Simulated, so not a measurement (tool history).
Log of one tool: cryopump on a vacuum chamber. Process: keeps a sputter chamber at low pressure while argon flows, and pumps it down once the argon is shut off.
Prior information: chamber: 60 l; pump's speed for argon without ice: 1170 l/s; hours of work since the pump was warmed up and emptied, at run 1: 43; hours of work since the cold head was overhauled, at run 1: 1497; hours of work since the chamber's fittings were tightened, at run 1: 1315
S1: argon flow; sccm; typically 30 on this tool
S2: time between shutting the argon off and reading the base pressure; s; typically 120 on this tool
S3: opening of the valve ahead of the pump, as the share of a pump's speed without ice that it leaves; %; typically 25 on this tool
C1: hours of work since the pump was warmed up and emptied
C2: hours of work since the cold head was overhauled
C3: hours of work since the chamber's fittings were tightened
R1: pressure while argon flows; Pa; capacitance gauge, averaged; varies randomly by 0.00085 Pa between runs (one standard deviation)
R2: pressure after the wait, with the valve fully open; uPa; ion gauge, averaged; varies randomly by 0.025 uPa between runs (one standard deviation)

run	hour	S1	S2	S3	C1	C2	C3	R1	R2
1	0	30	120	25	43	1497	1315	0.1752	2.03
2	55.8	30	120	25	88	1542	1359	0.1752	2.11
3	80.4	30	120	25	108	1561	1379	0.176	2.16
4	110.2	30	120	25	132	1585	1403	0.1755	2.07
5	160.3	30	66	25	172	1625	1443	0.1781	2.73
6	209	30	66	25	211	1664	1482	0.1773	2.87
7	239.6	30	66	25	235	1689	1507	0.178	2.95
8	269.4	30	66	25	259	1713	1531	0.178	2.89
9	307.4	30	120	25	290	1743	1561	0.1789	2.33
10	368.1	30	120	25	339	1792	1610	0.1805	2.4
11	409.7	30	120	25	372	1825	1643	0.1819	2.42
12	451.1	30	120	25	405	1859	1677	0.1821	2.48
13	504.1	30	120	25	448	1901	1719	0.1838	2.54
# hour 520.4: pump warmed up, emptied and cooled again
14	537.2	30	24	25	13	1924	1742	0.175	5.35
15	585.9	30	62	27	53	1963	1781	0.1637	3.2
16	613.3	30	62	27	75	1985	1803	0.1615	3.16
17	665.8	15	120	37	117	2027	1845	0.0598	2.5
18	720.7	42	104	28	161	2071	1889	0.221	2.59
19	776.2	30	120	25	205	2116	1934	0.1778	2.58
20	818.2	30	120	25	239	2149	1967	0.1792	2.69
21	851	30	48	47	265	2176	1993	0.0984	3.79
# hour 883.7: leaking fittings of the chamber tightened, without venting
22	898.5	23	227	26	302	2212	12	0.1341	0.72
23	943.4	23	227	26	338	2248	48	0.1339	0.76
24	978.9	41	296	19	366	2277	76	0.3247	0.69
25	1007.4	24	91	25	389	2299	99	0.146	1.4
26	1056.7	24	91	25	429	2339	139	0.1462	1.43
# hour 1096.9: pump warmed up, emptied and cooled again
27	1114.1	33	28	41	14	2381	181	0.1179	3.68
28	1140.4	33	28	41	35	2402	202	0.1183	3.7

Pick out some run-to-run changes in R1. Of each, how much would a tool without hidden state show as well, from the settings, what came in and chance, and how much is left for the hidden state and any gauge scatter not in both results compared?
The hidden state here: pump's speed, % of a pump's without ice; cold plate's temperature, K; leak into the chamber, uPa l/s; drift of the gauge itself on working_pa, %; drift of the gauge itself on base_upa, %.
Run 13 -> 14: S2 120 -> 24, pump warmed up, emptied and cooled again. R1 -0.0088 Pa: hidden state -0.0085, all else -0.0003.
Run 23 -> 24: S1 23 -> 41, S2 227 -> 296, S3 26 -> 19. R1 +0.1908 Pa: hidden state +0.0054, all else +0.1854.
Run 24 -> 25: S1 41 -> 24, S2 296 -> 91, S3 19 -> 25. R1 -0.1787 Pa: hidden state -0.0042, all else -0.1745.
Run 26 -> 27: S1 24 -> 33, S2 91 -> 28, S3 25 -> 41, pump warmed up, emptied and cooled again. R1 -0.0283 Pa: hidden state -0.0058, all else -0.0225.
